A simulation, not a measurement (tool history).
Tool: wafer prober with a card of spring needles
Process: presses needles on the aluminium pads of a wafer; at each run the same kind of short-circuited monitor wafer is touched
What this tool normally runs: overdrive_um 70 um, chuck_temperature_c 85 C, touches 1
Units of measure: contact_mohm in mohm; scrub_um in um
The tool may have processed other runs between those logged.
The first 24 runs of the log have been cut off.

run   hour  overdrive_um  chuck_temperature_c  touches  touches since the tips were cleaned  cleanings since the card got new needles  touches since the first contact's height was set  contact_mohm  scrub_um
 25  185.8            53                  123        2                                 5683                                        18                                             28423           356     12.44
 26  190.6            84                   67        1                                 7332                                        18                                             30072           310      19.8
     195.3  -- tips cleaned on abrasive film
 27  200.5            56                   91        3                                 1759                                        19                                             33404           274     13.16
 28  206.6            56                   91        3                                 3852                                        19                                             35497           291     13.15
 29  212.4            73                  121        1                                 5837                                        19                                             37482           336     17.17
     221.4  -- tips cleaned on abrasive film
 30  221.4            73                  121        1                                    0                                        20                                             40507           251     17.15
 31    229            60                   30        2                                 2580                                        20                                             43087           286     14.07
 32  236.9            63                  122        1                                 5298                                        20                                             45805           364     14.79
 33  241.7            63                  122        1                                 6938                                        20                                             47445           377     14.78
     248.1  -- tips cleaned on abrasive film
 34  252.1            74                   37        1                                 1364                                        21                                             50966           265     17.34
 35  257.3            74                   37        1                                 3137                                        21                                             52739           298     17.34

Predict each of these 4 candidate next runs independently; none follows another, all start after run 35:
  A  267.5            70                   27        1                                 6602                                        21                                             56204             ?         ?
  B  267.5            80                   75        1                                 6602                                        21                                             56204             ?         ?
  C  267.5            75                   30        2                                 6602                                        21                                             56204             ?         ?
  D  267.5            74                   37        1                                 6602                                        21                                             56204             ?         ?

run  contact_mohm  scrub_um
  A           336     16.41
  B           315     18.72
  C           286     17.67
  D           331     17.42
Without the tool's hidden state the same runs would have given:
run  contact_mohm  scrub_um
  A           214     16.56
  B           225     18.87
  C           220     17.82
  D           220     17.57
